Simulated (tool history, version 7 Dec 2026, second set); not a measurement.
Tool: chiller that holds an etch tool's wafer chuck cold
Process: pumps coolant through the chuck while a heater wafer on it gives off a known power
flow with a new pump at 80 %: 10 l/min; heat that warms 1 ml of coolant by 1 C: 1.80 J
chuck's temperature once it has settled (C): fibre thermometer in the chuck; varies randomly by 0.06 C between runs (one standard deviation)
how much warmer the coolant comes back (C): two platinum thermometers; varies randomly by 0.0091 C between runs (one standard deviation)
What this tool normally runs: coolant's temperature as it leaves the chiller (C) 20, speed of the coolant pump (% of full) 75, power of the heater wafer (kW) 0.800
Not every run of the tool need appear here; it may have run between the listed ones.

run      day  coolant's temperature as it leaves the chiller (C)  speed of the coolant pump (% of full)  power of the heater wafer (kW)  chuck's temperature once it has settled (C)  how much warmer the coolant comes back (C)
  1    0.000                                                  20                                     75                           0.800                                        31.35                                       2.960
  2    2.575                                                  14                                     75                           0.800                                        25.43                                       2.966
  3    7.629                                                  14                                     75                           0.800                                        25.37                                       2.940
  4   11.508                                                  14                                     75                           0.800                                        25.42                                       2.960
  5   14.617                                                  14                                     75                           0.800                                        25.44                                       2.962
  6   18.108                                                  16                                     75                           0.800                                        27.51                                       2.951
  7   22.496                                                  16                                     75                           0.800                                        27.43                                       2.982
  8   25.621                                                  16                                     68                           0.800                                        28.36                                       3.319
  9   28.279                                                  16                                     68                           0.402                                        22.23                                       1.665
 10   32.783                                                  16                                     68                           0.402                                        22.17                                       1.667
 11   35.983                                                  20                                     75                           0.800                                        31.57                                       2.961
 12   38.804                                                  20                                     75                           0.800                                        31.48                                       2.989
 13   44.412                                                  20                                     75                           0.800                                        31.66                                       2.993
 14   47.058                                                  20                                     75                           0.800                                        31.55                                       2.976
 15   51.688                                                  20                                     75                           0.800                                        31.63                                       3.004
 16   57.683                                                  20                                     75                           0.532                                        27.66                                       1.993
 17   61.079                                                  15                                     69                           0.877                                        28.62                                       3.610
 18   64.271                                                  23                                     96                           0.877                                        33.58                                       2.482
 19   67.067                                                  23                                     96                           0.877                                        33.66                                       2.492
 20   71.646                                                  15                                     80                           0.906                                        27.60                                       3.175
 21   76.892                                                  15                                     80                           0.906                                        27.70                                       3.179
 22   82.508                                                  15                                     80                           0.906                                        27.62                                       3.167
 23   87.400                                                  15                                     80                           0.906                                        27.73                                       3.189
 24   89.992                                                  20                                     96                           1.194                                        34.60                                       3.420
 25   92.908                                                  20                                     96                           1.194                                        34.73                                       3.426
 26   99.000                                                  20                                     96                           1.194                                        34.82                                       3.414
      99.588  -- chiller's thermometer calibrated
 27  104.621                                                  14                                     88                           1.157                                        29.60                                       3.680
 28  107.696                                                  24                                     87                           0.761                                        34.29                                       2.452
 29  112.562                                                  16                                     62                           1.139                                        36.21                                       5.380
 30  116.275                                                  11                                     64                           1.157                                        30.94                                       5.306
 31  122.092                                                  11                                     99                           1.157                                        25.38                                       3.217

Measured less the same run without the tool's hidden state. The same run-to-run variation is in both; the gauge's scatter may not be:
The tool's hidden condition here consists of: heat passed by the chuck's channels, % of clean ones'; flow at a given pump speed, % of a new pump's; coolant's true temperature over the reading, C; drift of the gauge itself on chuck_c, C; drift of the gauge itself on warmer_back_c, C.
run  chuck's temperature once it has settled (C)  how much warmer the coolant comes back (C)
  1                                        +0.70                                      +0.082
  2                                        +0.72                                      +0.085
  3                                        +0.74                                      +0.088
  4                                        +0.74                                      +0.091
  5                                        +0.75                                      +0.094
  6                                        +0.77                                      +0.097
  7                                        +0.79                                      +0.101
  8                                        +0.87                                      +0.115
  9                                        +0.39                                      +0.059
 10                                        +0.39                                      +0.061
 11                                        +0.85                                      +0.113
 12                                        +0.86                                      +0.116
 13                                        +0.88                                      +0.120
 14                                        +0.90                                      +0.122
 15                                        +0.92                                      +0.127
 16                                        +0.55                                      +0.087
 17                                        +1.15                                      +0.162
 18                                        +0.87                                      +0.113
 19                                        +0.88                                      +0.115
 20                                        +1.10                                      +0.151
 21                                        +1.13                                      +0.155
 22                                        +1.16                                      +0.160
 23                                        +1.18                                      +0.165
 24                                        +1.44                                      +0.180
 25                                        +1.45                                      +0.183
 26                                        +1.48                                      +0.189
 27                                        +1.94                                      +0.208
 28                                        +1.30                                      +0.140
 29                                        +2.53                                      +0.316
 30                                        +2.54                                      +0.316
 31                                        +1.89                                      +0.197
